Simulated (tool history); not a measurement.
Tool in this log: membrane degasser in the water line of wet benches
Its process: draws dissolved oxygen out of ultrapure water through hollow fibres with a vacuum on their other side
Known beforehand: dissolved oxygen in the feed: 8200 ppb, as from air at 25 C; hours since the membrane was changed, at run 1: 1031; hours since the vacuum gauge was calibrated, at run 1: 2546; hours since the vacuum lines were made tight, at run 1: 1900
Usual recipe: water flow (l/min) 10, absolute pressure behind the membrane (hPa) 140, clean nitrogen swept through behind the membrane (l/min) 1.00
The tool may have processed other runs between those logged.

run,hour,water flow (l/min),absolute pressure behind the membrane (hPa),clean nitrogen swept through behind the membrane (l/min),hours since the membrane was changed,hours since the vacuum gauge was calibrated,hours since the vacuum lines were made tight,dissolved oxygen in the water behind the degasser (ppb),pressure that the water loses in the fibres (hPa)
1,0.0,10,140,1.00,1031,2546,1900,259.1,597.9
2,38.8,10,140,1.00,1070,2585,1939,256.6,595.6
3,64.1,10,140,1.00,1095,2610,1964,258.7,594.8
4,90.2,10,140,1.00,1121,2636,1991,250.0,598.9
5,135.8,10,140,1.00,1167,2682,2036,257.5,590.6
6,157.5,10,140,0.51,1188,2704,2058,455.1,598.9
7,189.4,10,140,0.51,1220,2736,2090,465.5,595.1
8,214.3,10,140,0.51,1245,2760,2115,465.8,596.9
9,246.9,6,140,0.51,1278,2793,2147,301.5,360.1
10,290.0,10,140,1.00,1321,2836,2190,258.9,595.5
11,329.9,10,140,1.00,1361,2876,2230,252.2,594.1
12,360.2,10,140,0.59,1391,2906,2261,419.9,594.2
13,381.9,10,140,0.59,1413,2928,2282,412.2,601.9
14,417.3,10,140,1.00,1448,2963,2318,260.7,602.1
15,444.9,10,140,1.00,1476,2991,2345,260.6,594.9
16,468.3,10,140,1.00,1499,3014,2369,258.9,599.9
17,488.1,14,147,2.83,1519,3034,2388,154.3,836.2
18,522.3,10,87,0.42,1553,3068,2423,285.9,599.0
19,543.0,9,140,1.00,1574,3089,2443,237.7,538.5
20,574.1,6,140,1.00,1605,3120,2474,165.1,358.4
21,599.9,15,211,1.98,1631,3146,2500,330.2,896.5
22,632.4,14,236,0.45,1663,3178,2533,1201.7,841.2
23,659.7,14,236,0.45,1691,3206,2560,1186.2,842.7
24,704.2,10,140,1.39,1735,3250,2605,193.7,597.3
25,736.2,10,140,1.39,1767,3282,2637,190.8,599.8
26,769.6,6,136,1.14,1800,3316,2670,140.3,360.9
27,796.0,8,108,1.79,1827,3342,2696,87.4,478.5
28,841.8,7,100,1.06,1873,3388,2742,116.0,421.1
29,866.5,11,289,0.57,1897,3413,2767,1014.7,664.4
30,908.9,10,289,1.72,1940,3455,2809,368.1,601.5
31,946.7,10,250,1.89,1978,3493,2847,287.3,599.9
32,984.0,11,276,1.89,2015,3530,2884,349.1,662.0

4 ways to go on from here, each from the tool as it stands after run 32. What would each give?
A,1002.7,11,95,0.76,2034,3549,2903,?,?
B,1002.7,15,194,1.00,2034,3549,2903,?,?
C,1002.7,14,140,1.62,2034,3549,2903,?,?
D,1002.7,10,175,1.00,2034,3549,2903,?,?

run,dissolved oxygen in the water behind the degasser (ppb),pressure that the water loses in the fibres (hPa)
A,219.9,660.2
B,548.6,904.7
C,235.3,839.8
D,343.1,598.5
The same runs, with their run-to-run variation unchanged, on a tool lacking any hidden condition would have given:
run,dissolved oxygen in the water behind the degasser (ppb),pressure that the water loses in the fibres (hPa)
A,211.0,651.0
B,535.3,892.1
C,227.2,828.1
D,330.7,590.2
